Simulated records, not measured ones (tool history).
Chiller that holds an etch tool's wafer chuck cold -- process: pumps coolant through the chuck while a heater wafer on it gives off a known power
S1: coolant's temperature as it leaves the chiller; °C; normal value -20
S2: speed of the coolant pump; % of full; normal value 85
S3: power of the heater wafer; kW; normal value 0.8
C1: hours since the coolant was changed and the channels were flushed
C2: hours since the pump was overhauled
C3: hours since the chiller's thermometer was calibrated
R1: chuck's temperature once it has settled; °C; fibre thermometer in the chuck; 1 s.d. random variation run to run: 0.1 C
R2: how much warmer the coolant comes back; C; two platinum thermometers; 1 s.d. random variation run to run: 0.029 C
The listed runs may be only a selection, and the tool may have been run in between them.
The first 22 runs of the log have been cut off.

Run 23, hour 2423.2: usual settings but S1 -18 °C, S2 92 % of full, S3 0.507 kW; C1 5365; C2 4779; C3 822. Result: R1 -11.9 °C, R2 1.18 C.
Run 24, hour 2516.6: usual settings but S1 -22 °C, S2 62 % of full; C1 5459; C2 4873; C3 915. Result: R1 -9.9 °C, R2 2.76 C.
Run 25, hour 2646.3: usual settings but S1 -22 °C, S2 62 % of full; C1 5588; C2 5002; C3 1045. Result: R1 -9.8 °C, R2 2.8 C.
At hour 2725: coolant changed, channels flushed.
Run 26, hour 2777.8: usual settings but S1 -22 °C, S2 62 % of full; C1 53; C2 5128; C3 1170. Result: R1 -11.7 °C, R2 2.81 C.
Run 27, hour 2838.4: usual settings but S1 -22 °C, S2 62 % of full; C1 113; C2 5188; C3 1231. Result: R1 -12 °C, R2 2.81 C.
Run 28, hour 2945: usual settings but S1 -14 °C, S2 68 % of full, S3 1.076 kW; C1 220; C2 5295; C3 1337. Result: R1 -0.9 °C, R2 3.47 C.
Run 29, hour 3081.1: usual settings but S1 -12 °C, S2 61 % of full, S3 1.076 kW; C1 356; C2 5431; C3 1474. Result: R1 2 °C, R2 3.87 C.
Run 30, hour 3152: usual settings but S1 -26 °C, S2 65 % of full, S3 0.418 kW; C1 427; C2 5502; C3 1544. Result: R1 -20.6 °C, R2 1.43 C.
Run 31, hour 3239.6: usual settings but S1 -26 °C, S2 65 % of full, S3 0.418 kW; C1 515; C2 5590; C3 1632. Result: R1 -20.6 °C, R2 1.45 C.

3 options for the next run, each taken on its own from the tool as it stands now. Forecast them:
Run A, hour 3327.2: usual settings but S1 -18 °C, S2 77 % of full, S3 0.418 kW; C1 602; C2 5677; C3 1720. Result: R1 ?, R2 ?.
Run B, hour 3327.2: usual settings but S2 86 % of full; C1 602; C2 5677; C3 1720. Result: R1 ?, R2 ?.
Run C, hour 3327.2: usual settings but S1 -26 °C, S2 83 % of full, S3 0.425 kW; C1 602; C2 5677; C3 1720. Result: R1 ?, R2 ?.

run     R1    R2
  A  -13.2  1.21
  B  -11.4  2.02
  C  -21.3  1.14
With no hidden state in the tool, these same runs would have given:
run     R1    R2
  A  -13.9  1.03
  B  -12.4  1.72
  C    -22  0.97

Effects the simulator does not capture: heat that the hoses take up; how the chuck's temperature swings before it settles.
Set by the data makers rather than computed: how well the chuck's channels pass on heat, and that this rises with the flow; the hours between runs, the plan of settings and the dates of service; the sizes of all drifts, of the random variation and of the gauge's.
